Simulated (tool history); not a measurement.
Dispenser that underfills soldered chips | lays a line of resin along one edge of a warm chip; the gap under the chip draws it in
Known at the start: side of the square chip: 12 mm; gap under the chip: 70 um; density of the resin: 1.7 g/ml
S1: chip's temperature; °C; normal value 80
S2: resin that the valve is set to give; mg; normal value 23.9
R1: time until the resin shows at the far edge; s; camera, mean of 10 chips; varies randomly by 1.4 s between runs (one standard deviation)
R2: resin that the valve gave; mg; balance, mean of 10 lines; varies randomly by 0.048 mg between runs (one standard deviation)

{"run": 1, "day": 0.0, "S1": 80, "S2": 23.9, "R1": 144.5, "R2": 23.87}
{"run": 2, "day": 0.146, "S1": 80, "S2": 23.9, "R1": 175.7, "R2": 23.9}
{"day": 0.296, "done": "new syringe of resin"}
{"run": 3, "day": 0.396, "S1": 80, "S2": 23.9, "R1": 149.5, "R2": 23.75}
{"run": 4, "day": 0.65, "S1": 80, "S2": 23.9, "R1": 201, "R2": 23.91}
{"day": 0.717, "done": "new syringe of resin"}
{"run": 5, "day": 0.817, "S1": 80, "S2": 30.2, "R1": 141.6, "R2": 30.08}
{"day": 1.15, "done": "new syringe of resin"}
{"run": 6, "day": 1.15, "S1": 80, "S2": 30.2, "R1": 127.9, "R2": 29.99}
{"run": 7, "day": 1.442, "S1": 80, "S2": 23.9, "R1": 189.5, "R2": 23.69}
{"day": 1.575, "done": "new syringe of resin"}
{"run": 8, "day": 1.742, "S1": 80, "S2": 23.9, "R1": 159.3, "R2": 23.68}
{"run": 9, "day": 1.942, "S1": 80, "S2": 23.9, "R1": 204.5, "R2": 23.67}
{"day": 1.988, "done": "new syringe of resin"}
{"run": 10, "day": 2.158, "S1": 82, "S2": 30.2, "R1": 139, "R2": 29.93}
{"day": 2.404, "done": "new syringe of resin"}
{"run": 11, "day": 2.462, "S1": 67, "S2": 28.1, "R1": 260.1, "R2": 27.64}
{"run": 12, "day": 2.675, "S1": 67, "S2": 28.1, "R1": 332.9, "R2": 27.71}
{"day": 2.825, "done": "new syringe of resin"}
{"run": 13, "day": 2.879, "S1": 77, "S2": 29.3, "R1": 159.7, "R2": 28.85}
{"run": 14, "day": 3.133, "S1": 77, "S2": 29.3, "R1": 217.2, "R2": 28.69}
{"day": 3.258, "done": "new syringe of resin"}
{"run": 15, "day": 3.362, "S1": 92, "S2": 27.4, "R1": 86.5, "R2": 26.86}
{"run": 16, "day": 3.533, "S1": 84, "S2": 26.3, "R1": 152.2, "R2": 25.84}

5 ways to go on from here, each from the tool as it stands after run 16. What would each give?
{"day": 3.683, "done": "new syringe of resin"}
{"run": "A", "day": 3.862, "S1": 74, "S2": 29.5, "R1": "?", "R2": "?"}
{"day": 3.683, "done": "new syringe of resin"}
{"run": "B", "day": 3.862, "S1": 80, "S2": 29.6, "R1": "?", "R2": "?"}
{"day": 3.683, "done": "new syringe of resin"}
{"run": "C", "day": 3.862, "S1": 94, "S2": 25.6, "R1": "?", "R2": "?"}
{"day": 3.683, "done": "new syringe of resin"}
{"run": "D", "day": 3.862, "S1": 79, "S2": 27.3, "R1": "?", "R2": "?"}
{"day": 3.683, "done": "new syringe of resin"}
{"run": "E", "day": 3.862, "S1": 70, "S2": 20.4, "R1": "?", "R2": "?"}

run=A R1=218.9 R2=28.82
run=B R1=165.6 R2=28.9
run=C R1=91.7 R2=25.09
run=D R1=173.6 R2=26.7
run=E R1=288.2 R2=19.92
Without the tool's unlogged condition, the same runs would have read:
run=A R1=168.7 R2=29.44
run=B R1=127.7 R2=29.53
run=C R1=70.6 R2=25.63
run=D R1=133.7 R2=27.28
run=E R1=220.2 R2=20.35
